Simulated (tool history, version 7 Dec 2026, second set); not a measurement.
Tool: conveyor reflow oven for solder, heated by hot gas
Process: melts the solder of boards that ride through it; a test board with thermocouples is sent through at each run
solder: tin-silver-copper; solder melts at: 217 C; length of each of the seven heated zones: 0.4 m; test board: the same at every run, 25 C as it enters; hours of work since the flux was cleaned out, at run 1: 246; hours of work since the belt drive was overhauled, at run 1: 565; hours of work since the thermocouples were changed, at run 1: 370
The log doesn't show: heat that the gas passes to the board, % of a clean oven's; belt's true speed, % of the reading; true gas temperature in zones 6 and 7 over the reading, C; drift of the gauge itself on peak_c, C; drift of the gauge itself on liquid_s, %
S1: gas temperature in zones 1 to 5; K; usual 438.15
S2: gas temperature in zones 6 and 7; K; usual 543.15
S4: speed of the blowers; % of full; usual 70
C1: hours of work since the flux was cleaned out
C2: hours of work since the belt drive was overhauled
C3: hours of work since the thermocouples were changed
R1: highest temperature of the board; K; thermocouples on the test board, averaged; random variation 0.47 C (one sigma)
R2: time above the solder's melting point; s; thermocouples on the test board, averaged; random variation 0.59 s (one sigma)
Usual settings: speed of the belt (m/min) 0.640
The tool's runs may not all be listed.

Run 1, hour 0.0: usual settings; C1 246; C2 565; C3 370. Result: R1 521.45 K, R2 49.5 s.
Run 2, hour 93.9: usual settings; C1 315; C2 634; C3 438. Result: R1 521.65 K, R2 49.0 s.
Run 3, hour 168.3: usual settings; C1 369; C2 688; C3 493. Result: R1 520.15 K, R2 48.6 s.
Run 4, hour 265.7: usual settings; C1 440; C2 759; C3 564. Result: R1 519.55 K, R2 48.3 s.
Run 5, hour 318.5: usual settings; C1 479; C2 798; C3 602. Result: R1 519.65 K, R2 48.1 s.
At hour 343.5: flux residue cleaned out of gas plates and filters.
Run 6, hour 414.4: usual settings; C1 52; C2 864; C3 669. Result: R1 514.95 K, R2 43.2 s.
Run 7, hour 476.4: usual settings but speed of the belt (m/min) 0.555; C1 97; C2 910; C3 714. Result: R1 520.35 K, R2 56.1 s.
Run 8, hour 536.0: usual settings but speed of the belt (m/min) 0.555; C1 141; C2 953; C3 757. Result: R1 519.05 K, R2 56.9 s.
At hour 570.7: thermocouples of zones 6 and 7 changed.
Run 9, hour 636.0: usual settings but speed of the belt (m/min) 0.555; C1 212; C2 1025; C3 48. Result: R1 519.35 K, R2 56.1 s.
Run 10, hour 718.5: usual settings but S4 86 % of full; C1 272; C2 1085; C3 108. Result: R1 516.15 K, R2 43.5 s.
Run 11, hour 783.4: usual settings but S1 449.15 K; C1 320; C2 1132; C3 155. Result: R1 516.85 K, R2 46.3 s.
Run 12, hour 841.0: usual settings but S1 449.15 K; C1 362; C2 1174; C3 197. Result: R1 515.95 K, R2 46.1 s.
At hour 862.1: flux residue cleaned out of gas plates and filters, once more.
Run 13, hour 891.1: usual settings; C1 21; C2 1207; C3 230. Result: R1 524.05 K, R2 53.3 s.
Run 14, hour 965.4: usual settings; C1 75; C2 1262; C3 285. Result: R1 523.85 K, R2 53.2 s.
Run 15, hour 1054.6: usual settings; C1 141; C2 1327; C3 350. Result: R1 522.95 K, R2 52.5 s.
At hour 1124.3: belt drive overhauled, speed set with a stopwatch.
Run 16, hour 1124.3: usual settings but S4 86 % of full; C1 189; C2 0; C3 398. Result: R1 523.05 K, R2 51.1 s.
Run 17, hour 1214.1: usual settings but S2 548.15 K, S4 86 % of full; C1 254; C2 66; C3 463. Result: R1 527.35 K, R2 53.2 s.
Run 18, hour 1309.2: usual settings but S2 548.15 K, S4 86 % of full; C1 324; C2 135; C3 533. Result: R1 526.35 K, R2 53.5 s.
Run 19, hour 1359.5: usual settings but S1 449.15 K, S2 535.15 K, S4 86 % of full; C1 360; C2 172; C3 569. Result: R1 516.95 K, R2 50.3 s.
Run 20, hour 1416.5: usual settings but S2 535.15 K, speed of the belt (m/min) 0.716; C1 402; C2 213; C3 611. Result: R1 507.95 K, R2 29.5 s.
Run 21, hour 1501.5: usual settings but S1 437.15 K, S2 553.15 K, speed of the belt (m/min) 0.603, S4 71 % of full; C1 464; C2 275; C3 673. Result: R1 529.75 K, R2 59.0 s.
At hour 1549.8: flux residue cleaned out of gas plates and filters.
Run 22, hour 1573.8: usual settings but S1 449.15 K, S2 554.15 K, speed of the belt (m/min) 0.558, S4 66 % of full; C1 18; C2 325; C3 722. Result: R1 538.35 K, R2 75.5 s.
At hour 1656.9: thermocouples of zones 6 and 7 changed.
Run 23, hour 1672.5: usual settings but S2 535.15 K, speed of the belt (m/min) 0.671; C1 88; C2 395; C3 11. Result: R1 515.65 K, R2 41.8 s.
Run 24, hour 1729.2: usual settings but S1 436.15 K, S2 540.15 K, speed of the belt (m/min) 0.541, S4 60 % of full; C1 130; C2 437; C3 53. Result: R1 523.85 K, R2 61.7 s.
Run 25, hour 1829.7: usual settings but S4 53 % of full; C1 203; C2 510; C3 126. Result: R1 518.55 K, R2 46.3 s.
Run 26, hour 1875.3: usual settings but S2 555.15 K, speed of the belt (m/min) 0.526, S4 53 % of full; C1 236; C2 543; C3 159. Result: R1 536.45 K, R2 74.9 s.
Run 27, hour 1962.7: usual settings but speed of the belt (m/min) 0.708, S4 86 % of full; C1 300; C2 607; C3 223. Result: R1 520.25 K, R2 44.4 s.
Run 28, hour 2059.8: usual settings but speed of the belt (m/min) 0.708, S4 86 % of full; C1 371; C2 678; C3 294. Result: R1 518.25 K, R2 43.1 s.
Run 29, hour 2142.2: usual settings but speed of the belt (m/min) 0.708, S4 86 % of full; C1 431; C2 738; C3 354. Result: R1 518.25 K, R2 42.2 s.

Forecast each of these 3 alternatives for the next run:
Run A, hour 2222.0: usual settings but S2 555.15 K, speed of the belt (m/min) 0.722; C1 489; C2 797; C3 413. Result: R1 ?, R2 ?.
Run B, hour 2222.0: usual settings but S1 447.15 K, S2 535.15 K, speed of the belt (m/min) 0.708, S4 86 % of full; C1 489; C2 797; C3 413. Result: R1 ?, R2 ?.
Run C, hour 2222.0: usual settings but S1 428.15 K, speed of the belt (m/min) 0.530, S4 60 % of full; C1 489; C2 797; C3 413. Result: R1 ?, R2 ?.

run      R1    R2
  A  524.05  44.5
  B  512.95  41.3
  C  523.45  59.6
Without the tool's hidden state the same runs would have given:
run      R1    R2
  A  529.55  47.9
  B  517.65  46.0
  C  527.35  62.9
